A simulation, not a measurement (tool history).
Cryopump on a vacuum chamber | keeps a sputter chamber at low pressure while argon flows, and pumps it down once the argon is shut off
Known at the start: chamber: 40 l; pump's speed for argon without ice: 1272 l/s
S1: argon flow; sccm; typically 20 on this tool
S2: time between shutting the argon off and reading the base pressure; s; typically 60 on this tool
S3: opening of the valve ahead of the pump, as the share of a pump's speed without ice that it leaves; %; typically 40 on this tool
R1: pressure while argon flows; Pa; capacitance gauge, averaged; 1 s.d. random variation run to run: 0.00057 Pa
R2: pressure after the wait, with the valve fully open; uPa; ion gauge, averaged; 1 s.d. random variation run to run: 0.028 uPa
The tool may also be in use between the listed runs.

run,hour,S1,S2,S3,R1,R2
1,0.0,20,60,40,0.0676,1.68
2,17.0,20,60,40,0.0669,1.69
3,30.3,20,60,40,0.0676,1.70
4,38.4,20,60,40,0.0675,1.69
5,49.0,20,60,40,0.0676,1.70
6,57.0,20,60,40,0.0669,1.76
7,71.3,20,60,40,0.0683,1.73
8,78.2,20,60,40,0.0687,1.78
9,89.6,20,60,40,0.0686,1.79
10,101.2,20,60,40,0.0691,1.81
11,117.6,20,60,40,0.0698,1.86
12,130.6,20,60,40,0.0682,1.84
13,139.8,20,60,40,0.0680,1.85
14,148.3,20,37,55,0.0512,2.52
15,164.9,20,47,24,0.1118,2.21
16,173.7,25,47,32,0.1066,2.15
17,188.3,37,134,16,0.3166,1.30
18,197.8,20,66,47,0.0601,1.80
19,208.0,18,39,47,0.0528,2.53
20,219.0,18,28,47,0.0532,3.18
21,234.0,22,120,41,0.0747,1.38
22,249.1,34,141,27,0.1732,1.34
23,263.1,34,141,27,0.1731,1.36
24,270.9,40,139,28,0.1968,1.37
25,283.8,13,74,40,0.0464,1.82

Predict each of these 5 candidate next runs independently; none follows another, all start after run 25:
A,293.9,17,101,15,?,?
B,293.9,29,40,16,?,?
C,293.9,25,63,18,?,?
D,293.9,13,42,40,?,?
E,293.9,20,80,40,?,?

run,R1,R2
A,0.1542,1.61
B,0.2456,2.58
C,0.1877,1.93
D,0.0460,2.55
E,0.0704,1.79
The same runs, with their run-to-run variation unchanged, on a tool lacking any hidden condition would have given:
run,R1,R2
A,0.1511,0.90
B,0.2404,1.88
C,0.1832,1.24
D,0.0437,1.83
E,0.0667,1.09
